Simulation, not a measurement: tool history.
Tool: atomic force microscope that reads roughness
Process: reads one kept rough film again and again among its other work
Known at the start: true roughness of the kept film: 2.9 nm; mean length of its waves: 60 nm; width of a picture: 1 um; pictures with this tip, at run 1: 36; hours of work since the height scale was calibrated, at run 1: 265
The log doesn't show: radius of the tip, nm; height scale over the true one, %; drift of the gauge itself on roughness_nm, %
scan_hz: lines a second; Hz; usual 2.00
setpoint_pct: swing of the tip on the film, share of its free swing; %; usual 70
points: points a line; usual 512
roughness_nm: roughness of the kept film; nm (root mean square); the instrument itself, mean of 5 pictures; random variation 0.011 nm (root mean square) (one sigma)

run	hour	scan_hz	setpoint_pct	points	pictures with this tip	hours of work since the height scale was calibrated	roughness_nm
1	0.0	2.00	70	512	36	265	2.534
2	9.1	2.00	70	512	48	271	2.502
3	20.5	3.03	70	512	63	280	2.394
4	28.9	3.03	70	512	74	286	2.396
5	47.2	3.03	70	512	99	300	2.357
6	57.5	2.00	70	935	112	307	2.477
7	66.9	2.00	70	679	125	314	2.474
8	77.2	2.00	70	572	139	322	2.447
# hour 85.6: new tip fitted
9	92.4	2.00	70	572	9	333	2.539
10	109.0	2.00	70	572	31	345	2.533
11	127.3	1.19	70	512	56	359	2.600
12	135.7	2.81	70	512	67	365	2.395
13	150.2	2.35	70	512	86	376	2.446
14	168.7	2.00	70	382	111	390	2.478
15	179.8	2.00	70	512	126	398	2.450
# hour 196.6: new tip fitted
16	198.6	2.00	70	512	2	412	2.550
# hour 200.9: height scale calibrated on a step standard
17	209.0	0.52	65	512	15	6	2.749
18	217.1	0.52	65	512	26	12	2.696

Forecast run 19:
19	225.1	3.01	87	560	36	18	?

roughness_nm: 2.009 nm (root mean square)
Without the tool's hidden state the same run would have given roughness_nm 2.047 nm (root mean square).
